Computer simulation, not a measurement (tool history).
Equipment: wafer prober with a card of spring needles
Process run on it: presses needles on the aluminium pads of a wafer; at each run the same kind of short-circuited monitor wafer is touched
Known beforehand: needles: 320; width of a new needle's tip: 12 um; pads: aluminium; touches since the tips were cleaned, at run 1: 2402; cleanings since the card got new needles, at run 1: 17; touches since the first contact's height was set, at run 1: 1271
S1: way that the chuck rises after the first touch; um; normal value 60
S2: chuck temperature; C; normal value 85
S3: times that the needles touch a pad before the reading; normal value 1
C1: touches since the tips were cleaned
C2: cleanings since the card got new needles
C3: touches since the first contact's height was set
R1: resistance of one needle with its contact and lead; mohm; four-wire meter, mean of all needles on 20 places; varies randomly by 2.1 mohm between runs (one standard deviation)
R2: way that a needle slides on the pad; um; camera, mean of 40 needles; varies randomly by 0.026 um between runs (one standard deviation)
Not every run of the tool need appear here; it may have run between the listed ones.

run 1 hour=0 | S1=60 S2=85 S3=1 | C1=2402 C2=17 C3=1271 | R1=382 R2=12.28
-- hour=7.8 tips cleaned on abrasive film
run 2 hour=10.3 | S1=60 S2=85 S3=1 | C1=764 C2=18 C3=4381 | R1=313 R2=12.26
run 3 hour=21.6 | S1=60 S2=85 S3=1 | C1=4213 C2=18 C3=7830 | R1=432 R2=12.24
-- hour=23 tips cleaned on abrasive film
run 4 hour=30.6 | S1=60 S2=33 S3=1 | C1=2300 C2=19 C3=10537 | R1=391 R2=12.22
-- hour=38.1 tips cleaned on abrasive film
run 5 hour=38.1 | S1=60 S2=33 S3=1 | C1=0 C2=20 C3=12797 | R1=242 R2=12.23
run 6 hour=43.3 | S1=60 S2=33 S3=1 | C1=1590 C2=20 C3=14387 | R1=359 R2=12.21
run 7 hour=51.7 | S1=60 S2=30 S3=1 | C1=4151 C2=20 C3=16948 | R1=433 R2=12.19
-- hour=53.4 tips cleaned on abrasive film
run 8 hour=62.1 | S1=60 S2=85 S3=1 | C1=2653 C2=21 C3=20073 | R1=402 R2=12.14
-- hour=68.7 tips cleaned on abrasive film
run 9 hour=68.7 | S1=60 S2=85 S3=1 | C1=0 C2=22 C3=22058 | R1=249 R2=12.2
run 10 hour=74 | S1=60 S2=85 S3=1 | C1=1622 C2=22 C3=23680 | R1=364 R2=12.14
run 11 hour=78.9 | S1=60 S2=85 S3=2 | C1=3120 C2=22 C3=25178 | R1=338 R2=12.21
-- hour=84.4 tips cleaned on abrasive film
run 12 hour=90 | S1=60 S2=85 S3=2 | C1=1698 C2=23 C3=28535 | R1=319 R2=12.18
run 13 hour=97.5 | S1=69 S2=85 S3=1 | C1=3974 C2=23 C3=30811 | R1=388 R2=14.01
-- hour=99.7 tips cleaned on abrasive film
run 14 hour=107.3 | S1=69 S2=85 S3=1 | C1=2333 C2=24 C3=33781 | R1=351 R2=14
run 15 hour=113.7 | S1=69 S2=85 S3=1 | C1=4286 C2=24 C3=35734 | R1=387 R2=13.96
-- hour=114.9 tips cleaned on abrasive film
run 16 hour=122.6 | S1=69 S2=85 S3=1 | C1=2343 C2=25 C3=38408 | R1=360 R2=14
run 17 hour=128.3 | S1=69 S2=85 S3=1 | C1=4087 C2=25 C3=40152 | R1=392 R2=13.94
-- hour=130.1 tips cleaned on abrasive film
run 18 hour=138.4 | S1=62 S2=85 S3=2 | C1=2527 C2=26 C3=43190 | R1=325 R2=12.52
-- hour=145.2 tips cleaned on abrasive film
run 19 hour=145.2 | S1=62 S2=85 S3=2 | C1=0 C2=27 C3=45236 | R1=238 R2=12.48
run 20 hour=153.6 | S1=62 S2=85 S3=2 | C1=2580 C2=27 C3=47816 | R1=328 R2=12.47
-- hour=154.7 height of the first contact set anew
-- hour=160.8 tips cleaned on abrasive film
run 21 hour=163.3 | S1=62 S2=85 S3=2 | C1=745 C2=28 C3=2565 | R1=285 R2=12.41
run 22 hour=171.8 | S1=52 S2=39 S3=2 | C1=3365 C2=28 C3=5185 | R1=389 R2=10.38
-- hour=176.4 tips cleaned on abrasive film
run 23 hour=182.7 | S1=52 S2=39 S3=2 | C1=1921 C2=29 C3=8471 | R1=348 R2=10.41
-- hour=192.3 tips cleaned on abrasive film
run 24 hour=194.1 | S1=52 S2=39 S3=2 | C1=555 C2=30 C3=11911 | R1=286 R2=10.34
run 25 hour=200 | S1=52 S2=62 S3=2 | C1=2367 C2=30 C3=13723 | R1=363 R2=10.37
run 26 hour=207 | S1=60 S2=49 S3=1 | C1=4484 C2=30 C3=15840 | R1=456 R2=11.98
-- hour=208.1 tips cleaned on abrasive film
-- hour=214.8 height of the first contact set anew, once more
run 27 hour=218.8 | S1=60 S2=85 S3=2 | C1=3167 C2=31 C3=1191 | R1=342 R2=12.28
-- hour=223.4 tips cleaned on abrasive film
run 28 hour=224.3 | S1=60 S2=85 S3=2 | C1=253 C2=32 C3=2843 | R1=256 R2=12.23
run 29 hour=233.1 | S1=60 S2=48 S3=2 | C1=2956 C2=32 C3=5546 | R1=339 R2=12.28
run 30 hour=238.3 | S1=60 S2=48 S3=2 | C1=4517 C2=32 C3=7107 | R1=362 R2=12.27
-- hour=239 tips cleaned on abrasive film
run 31 hour=249.2 | S1=60 S2=48 S3=2 | C1=3109 C2=33 C3=10412 | R1=340 R2=12.2
-- hour=254.7 tips cleaned on abrasive film
run 32 hour=255.5 | S1=60 S2=85 S3=2 | C1=236 C2=34 C3=12301 | R1=255 R2=12.24
run 33 hour=266.6 | S1=73 S2=33 S3=1 | C1=3621 C2=34 C3=15686 | R1=367 R2=14.85

Predict each of these 3 candidate next runs independently; none follows another, all start after run 33:
-- hour=269.8 tips cleaned on abrasive film
run A hour=275.5 | S1=75 S2=33 S3=1 | C1=1724 C2=35 C3=18366 | R1=? R2=?
-- hour=269.8 tips cleaned on abrasive film
run B hour=275.5 | S1=56 S2=43 S3=2 | C1=1724 C2=35 C3=18366 | R1=? R2=?
-- hour=269.8 tips cleaned on abrasive film
run C hour=275.5 | S1=47 S2=49 S3=2 | C1=1724 C2=35 C3=18366 | R1=? R2=?

run=A R1=321 R2=15.24
run=B R1=323 R2=11.41
run=C R1=369 R2=9.56
Without the tool's unlogged condition, the same runs would have read:
run=A R1=215 R2=15.3
run=B R1=220 R2=11.47
run=C R1=228 R2=9.62
